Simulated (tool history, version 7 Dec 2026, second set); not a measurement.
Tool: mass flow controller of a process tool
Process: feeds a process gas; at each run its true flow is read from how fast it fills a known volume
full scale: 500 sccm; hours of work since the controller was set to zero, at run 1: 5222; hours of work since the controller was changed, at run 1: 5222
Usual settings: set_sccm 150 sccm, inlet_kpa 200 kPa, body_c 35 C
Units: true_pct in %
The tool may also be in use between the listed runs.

run	day	set_sccm	inlet_kpa	body_c	hours of work since the controller was set to zero	hours of work since the controller was changed	true_pct
1	0.000	150	200	35	5222	5222	96.86
2	9.738	150	245	35	5397	5397	97.08
3	15.642	150	245	35	5503	5503	96.99
4	23.667	150	200	35	5647	5647	96.54
5	32.229	150	200	35	5801	5801	96.46
6	39.888	150	200	35	5939	5939	96.19
7	48.121	150	200	35	6087	6087	96.43
8	54.325	150	200	35	6198	6198	96.19
9	60.346	150	200	35	6306	6306	96.08
10	69.858	150	200	35	6477	6477	96.04
11	74.912	150	200	35	6568	6568	96.03
12	84.333	150	200	35	6737	6737	95.81
13	95.129	265	200	35	6931	6931	98.32
# day 99.683: controller's zero set anew
14	104.729	265	200	35	91	7103	96.27
15	109.625	150	200	35	178	7191	92.48
16	115.200	54	200	35	279	7291	76.80
17	120.738	54	200	35	378	7390	76.59
18	130.392	54	200	35	551	7564	76.26
19	140.796	54	200	35	738	7750	75.97
20	151.692	150	200	35	934	7946	91.96
21	156.971	70	200	35	1029	8041	81.27
# day 161.562: controller's zero set anew, once more
22	162.012	70	200	35	8	8131	100.90
23	168.646	70	200	35	127	8250	100.88
24	173.783	150	200	35	219	8342	100.95
25	179.596	150	237	35	324	8447	101.14
26	190.492	150	237	35	519	8642	100.99
27	200.054	150	237	35	691	8814	101.01
28	207.242	63	146	20	820	8943	98.13
29	215.162	150	212	22	963	9085	99.84
30	220.312	150	212	22	1055	9178	99.71
31	231.017	156	212	21	1247	9370	99.61
32	237.975	66	212	21	1372	9495	98.11
33	245.188	66	203	26	1502	9625	98.10
34	255.383	66	193	28	1685	9808	98.01
35	265.454	150	200	31	1866	9989	99.76
36	273.292	150	200	31	2006	10129	99.73
37	280.204	150	200	31	2130	10253	99.45
38	289.100	150	200	31	2290	10413	99.58
39	297.233	72	155	21	2436	10559	96.51
40	304.592	106	150	21	2568	10691	97.59
41	314.217	106	170	40	2741	10864	98.58
42	322.896	209	141	29	2897	11020	99.26
43	330.329	150	146	31	3031	11154	98.72
44	337.579	93	239	27	3161	11284	97.61
45	342.412	93	239	27	3248	11371	97.43
46	348.500	93	239	27	3357	11480	97.32
47	354.775	122	212	27	3470	11593	98.15
48	359.196	122	212	27	3549	11672	98.09

Measured less the same run without the tool's hidden state. The same run-to-run variation is in both; the gauge's scatter may not be:
The hidden state here: flow at rest that the sensor doesn't see, % of full scale; true flow over the shown one, %; drift of the gauge itself on true_pct, %.
run	true_pct
1	-3.21
2	-3.31
3	-3.36
4	-3.44
5	-3.53
6	-3.61
7	-3.69
8	-3.76
9	-3.82
10	-3.92
11	-3.96
12	-4.07
13	-1.95
14	-3.83
15	-7.60
16	-23.05
17	-23.21
18	-23.54
19	-23.87
20	-8.01
21	-18.58
22	+1.08
23	+0.92
24	+0.99
25	+0.93
26	+0.82
27	+0.71
28	-0.22
29	+0.56
30	+0.50
31	+0.43
32	-0.96
33	-1.15
34	-1.41
35	+0.05
36	-0.03
37	-0.10
38	-0.19
39	-2.19
40	-1.11
41	-1.27
42	+0.06
43	-0.60
44	-2.08
45	-2.18
46	-2.27
47	-1.43
48	-1.49

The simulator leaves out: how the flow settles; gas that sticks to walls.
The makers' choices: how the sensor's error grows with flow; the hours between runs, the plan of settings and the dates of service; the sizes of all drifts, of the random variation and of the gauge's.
